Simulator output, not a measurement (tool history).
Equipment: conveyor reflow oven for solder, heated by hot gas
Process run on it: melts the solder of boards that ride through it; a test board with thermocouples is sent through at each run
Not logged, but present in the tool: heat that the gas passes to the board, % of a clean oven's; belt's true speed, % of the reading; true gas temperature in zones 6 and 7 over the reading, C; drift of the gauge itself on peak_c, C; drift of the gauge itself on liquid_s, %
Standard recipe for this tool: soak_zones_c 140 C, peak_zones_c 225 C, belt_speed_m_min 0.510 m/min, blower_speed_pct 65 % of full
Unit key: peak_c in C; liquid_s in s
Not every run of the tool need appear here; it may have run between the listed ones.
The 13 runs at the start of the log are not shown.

run	hour	soak_zones_c	peak_zones_c	belt_speed_m_min	blower_speed_pct	hours of work since the flux was cleaned out	hours of work since the belt drive was overhauled	hours of work since the thermocouples were changed	peak_c	liquid_s
14	469.5	140	213	0.510	65	311	1082	707	192.8	28.3
# hour 509.2: flux residue cleaned out of gas plates and filters
15	521.2	140	225	0.510	65	8	1113	738	200.8	42.2
16	541.6	150	238	0.602	65	21	1126	752	206.7	44.5
17	585.0	150	238	0.446	58	50	1155	781	215.6	74.1
# hour 628.3: thermocouples of zones 6 and 7 changed
18	628.3	131	225	0.510	62	78	1183	0	197.5	34.1
19	670.1	131	225	0.510	62	105	1210	28	197.6	33.4
20	696.8	131	225	0.469	62	123	1228	45	200.8	42.6
21	729.4	131	225	0.469	62	145	1250	67	200.9	42.9
# hour 748.2: belt drive overhauled, speed set with a stopwatch
22	770.6	140	239	0.510	65	169	15	92	211.1	54.4
# hour 779.8: flux residue cleaned out of gas plates and filters, once more
23	808.5	140	239	0.510	65	19	37	114	215.7	59.8
24	828.2	140	239	0.510	65	32	50	127	215.6	59.8
25	856.5	140	227	0.510	80	51	69	145	210.7	56.4
26	883.7	140	227	0.510	80	69	87	163	210.7	56.4
27	922.4	140	227	0.510	80	95	112	189	210.8	55.7
28	963.7	140	227	0.510	80	122	140	216	210.2	55.9
29	995.7	147	227	0.510	70	143	161	238	208.5	56.1
30	1042.6	149	237	0.464	65	174	192	269	218.7	73.2

3 ways to go on from here, each from the tool as it stands after run 30. What would each give?
A	1063.4	145	229	0.464	69	188	206	283	?	?
B	1063.4	125	225	0.472	65	188	206	283	?	?
C	1063.4	149	237	0.433	65	188	206	283	?	?

run	peak_c	liquid_s
A	212.6	65.9
B	202.5	44.7
C	220.4	80.6
Take away the tool's hidden state, keep each run's random variation, and the runs would have read:
run	peak_c	liquid_s
A	214.1	67.8
B	204.2	47.5
C	221.9	82.0

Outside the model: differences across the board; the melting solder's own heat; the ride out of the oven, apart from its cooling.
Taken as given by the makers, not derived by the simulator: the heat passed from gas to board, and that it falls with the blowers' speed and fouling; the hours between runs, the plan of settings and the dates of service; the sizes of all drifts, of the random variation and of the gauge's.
